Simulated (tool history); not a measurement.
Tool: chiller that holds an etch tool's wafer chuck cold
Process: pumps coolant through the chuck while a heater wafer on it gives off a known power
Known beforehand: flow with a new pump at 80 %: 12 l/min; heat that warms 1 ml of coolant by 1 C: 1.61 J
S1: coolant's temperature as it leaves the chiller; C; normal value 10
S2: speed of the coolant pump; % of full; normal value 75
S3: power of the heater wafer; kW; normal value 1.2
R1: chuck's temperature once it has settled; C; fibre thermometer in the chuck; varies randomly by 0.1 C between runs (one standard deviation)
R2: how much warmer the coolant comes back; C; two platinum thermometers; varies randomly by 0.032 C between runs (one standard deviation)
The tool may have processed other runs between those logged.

run	day	S1	S2	S3	R1	R2
1	0	10	75	1.2	19.2	3.94
2	2.371	16	75	1.2	25	3.97
3	5.738	10	75	1.2	19.1	3.96
4	8.304	10	75	1.2	19	4.01
5	10.854	2	75	1.2	11.2	4.01
6	14.225	2	75	1.2	11	4.06
7	18.708	2	75	1.2	10.9	4.07
8	20.662	2	75	1.2	11.1	4.06
9	24.029	2	75	1.2	10.9	4.15
10	27.838	10	75	1.2	19	4.09
11	31.975	10	75	1.2	19.1	4.1
12	36.533	10	78	1.2	18.7	3.97
13	40.862	10	70	1.2	19.6	4.39
14	43.167	3	75	1.2	12	4.13
15	45.042	3	75	1.2	11.8	4.15
# day 46.142: gauge calibrated
16	47.667	3	75	1.2	12	4.03
17	49.633	3	75	1.2	12.1	3.96
18	52.875	3	75	1.2	12.1	3.97
# day 53.446: chiller's thermometer calibrated
19	56.608	12	86	0.962	18.5	2.79
20	60.775	12	86	0.962	18.6	2.8
21	64.825	1	86	1.57	11.7	4.57
22	66.692	5	86	0.647	9.3	1.92
23	69.971	13	78	0.647	17.6	2.14
24	73.825	9	75	1.2	17.9	4.03
25	76.592	10	63	1.752	24.8	7
26	80.579	19	86	1.2	27.3	3.62
27	84.912	13	75	0.809	19.2	2.73
28	87.458	13	75	0.809	19.1	2.85
29	91.733	9	75	1.65	21.5	5.72
30	94.821	7	73	1.441	17.9	5.09
# day 97.358: gauge calibrated
31	98.592	10	75	1.598	22.1	5.26
32	102.567	10	68	1.2	19.6	4.41

Some steps in R2 between neighbouring runs. How much of each would the tool show without its hidden state too (settings, what came in, random variation), and how much is left for the hidden state, with any gauge scatter that isn't in both results?
Hidden state present: heat passed by the chuck's channels, % of clean ones'; flow at a given pump speed, % of a new pump's; coolant's true temperature over the reading, C; drift of the gauge itself on chuck_c, C; drift of the gauge itself on warmer_back_c, C.
Run 6 -> 7: nothing adjusted, nothing logged. R2 +0.01 C: hidden state +0.02, all else -0.01.
Run 15 -> 16: gauge calibrated. R2 -0.12 C: hidden state -0.16, all else +0.04.
Run 24 -> 25: S1 9 -> 10, S2 75 -> 63, S3 1.2 -> 1.752. R2 +2.97 C: hidden state +0.01, all else +2.96.
Run 25 -> 26: S1 10 -> 19, S2 63 -> 86, S3 1.752 -> 1.2. R2 -3.38 C: hidden state +0.02, all else -3.4.
Run 28 -> 29: S1 13 -> 9, S3 0.809 -> 1.65. R2 +2.87 C: hidden state +0.02, all else +2.85.
Run 30 -> 31: S1 7 -> 10, S2 73 -> 75, S3 1.441 -> 1.598, gauge calibrated. R2 +0.17 C: hidden state -0.19, all else +0.36.
